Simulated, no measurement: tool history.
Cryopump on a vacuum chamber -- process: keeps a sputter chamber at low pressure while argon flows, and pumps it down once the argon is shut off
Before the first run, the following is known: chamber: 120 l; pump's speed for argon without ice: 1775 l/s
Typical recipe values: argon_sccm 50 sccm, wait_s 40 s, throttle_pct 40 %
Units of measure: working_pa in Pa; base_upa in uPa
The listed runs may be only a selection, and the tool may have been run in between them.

Run 1, hour 0.0: usual settings. Result: working_pa 0.1341 Pa, base_upa 1.92 uPa.
At hour 11.8: pump warmed up, emptied and cooled again.
Run 2, hour 100.0: usual settings but throttle_pct 28 %. Result: working_pa 0.1728 Pa, base_upa 1.81 uPa.
Run 3, hour 166.0: usual settings but throttle_pct 28 %. Result: working_pa 0.1750 Pa, base_upa 1.91 uPa.
Run 4, hour 260.5: usual settings but argon_sccm 27 sccm. Result: working_pa 0.0680 Pa, base_upa 1.93 uPa.
Run 5, hour 363.0: usual settings but argon_sccm 27 sccm. Result: working_pa 0.0687 Pa, base_upa 1.97 uPa.
Run 6, hour 447.8: usual settings but argon_sccm 28 sccm. Result: working_pa 0.0734 Pa, base_upa 2.05 uPa.
At hour 534.0: pump warmed up, emptied and cooled again.
Run 7, hour 569.9: usual settings but argon_sccm 28 sccm. Result: working_pa 0.0673 Pa, base_upa 1.86 uPa.
Run 8, hour 693.0: usual settings but argon_sccm 40 sccm. Result: working_pa 0.0999 Pa, base_upa 1.88 uPa.
Run 9, hour 762.9: usual settings but argon_sccm 40 sccm. Result: working_pa 0.1006 Pa, base_upa 2.02 uPa.
Run 10, hour 879.9: usual settings but throttle_pct 43 %. Result: working_pa 0.1220 Pa, base_upa 2.05 uPa.
Run 11, hour 931.0: usual settings but throttle_pct 43 %. Result: working_pa 0.1225 Pa, base_upa 2.07 uPa.
At hour 961.9: leaking fittings of the chamber tightened, without venting.
Run 12, hour 1012.7: usual settings but throttle_pct 43 %. Result: working_pa 0.1269 Pa, base_upa 1.30 uPa.
At hour 1061.1: pump warmed up, emptied and cooled again.
Run 13, hour 1116.1: usual settings but throttle_pct 43 %. Result: working_pa 0.1131 Pa, base_upa 1.32 uPa.
Run 14, hour 1178.9: usual settings but throttle_pct 43 %. Result: working_pa 0.1144 Pa, base_upa 1.29 uPa.
Run 15, hour 1272.0: usual settings but argon_sccm 100 sccm, wait_s 257 s, throttle_pct 19 %. Result: working_pa 0.5113 Pa, base_upa 0.42 uPa.
Run 16, hour 1383.8: usual settings but argon_sccm 99 sccm, wait_s 27 s, throttle_pct 25 %. Result: working_pa 0.3957 Pa, base_upa 1.88 uPa.
Run 17, hour 1436.5: usual settings but argon_sccm 30 sccm, throttle_pct 18 %. Result: working_pa 0.1658 Pa, base_upa 1.35 uPa.
Run 18, hour 1556.7: usual settings but wait_s 47 s, throttle_pct 59 %. Result: working_pa 0.0966 Pa, base_upa 1.20 uPa.
At hour 1576.7: pump warmed up, emptied and cooled again.
Run 19, hour 1660.4: usual settings but throttle_pct 25 %. Result: working_pa 0.1934 Pa, base_upa 1.36 uPa.
Run 20, hour 1778.1: usual settings but argon_sccm 45 sccm, throttle_pct 44 %. Result: working_pa 0.1039 Pa, base_upa 1.36 uPa.
Run 21, hour 1840.9: usual settings but wait_s 31 s. Result: working_pa 0.1273 Pa, base_upa 1.68 uPa.
Run 22, hour 1927.3: usual settings but throttle_pct 36 %. Result: working_pa 0.1413 Pa, base_upa 1.45 uPa.
Run 23, hour 2044.5: usual settings but argon_sccm 62 sccm, wait_s 173 s, throttle_pct 23 %. Result: working_pa 0.2746 Pa, base_upa 0.63 uPa.
At hour 2097.0: pump warmed up, emptied and cooled again.
Run 24, hour 2173.8: usual settings but argon_sccm 62 sccm, wait_s 173 s, throttle_pct 23 %. Result: working_pa 0.2610 Pa, base_upa 0.56 uPa.
Run 25, hour 2295.9: usual settings but argon_sccm 98 sccm, wait_s 81 s. Result: working_pa 0.2459 Pa, base_upa 0.90 uPa.
Run 26, hour 2359.7: usual settings but wait_s 138 s, throttle_pct 50 %. Result: working_pa 0.1029 Pa, base_upa 0.73 uPa.
Run 27, hour 2485.5: usual settings but argon_sccm 76 sccm, wait_s 42 s, throttle_pct 45 %. Result: working_pa 0.1797 Pa, base_upa 1.50 uPa.

Forecast each of these 3 alternatives for the next run:
Run A, hour 2538.5: usual settings but argon_sccm 74 sccm, throttle_pct 15 %. Result: working_pa ?, base_upa ?.
Run B, hour 2538.5: usual settings but argon_sccm 25 sccm, wait_s 95 s, throttle_pct 17 %. Result: working_pa ?, base_upa ?.
Run C, hour 2538.5: usual settings but argon_sccm 54 sccm, throttle_pct 18 %. Result: working_pa ?, base_upa ?.

run  working_pa  base_upa
  A      0.4922      1.57
  B      0.1463      0.91
  C      0.3002      1.55
The same runs, with their run-to-run variation unchanged, on a tool lacking any hidden condition would have given:
run  working_pa  base_upa
  A      0.4718      1.25
  B      0.1394      0.62
  C      0.2853      1.25
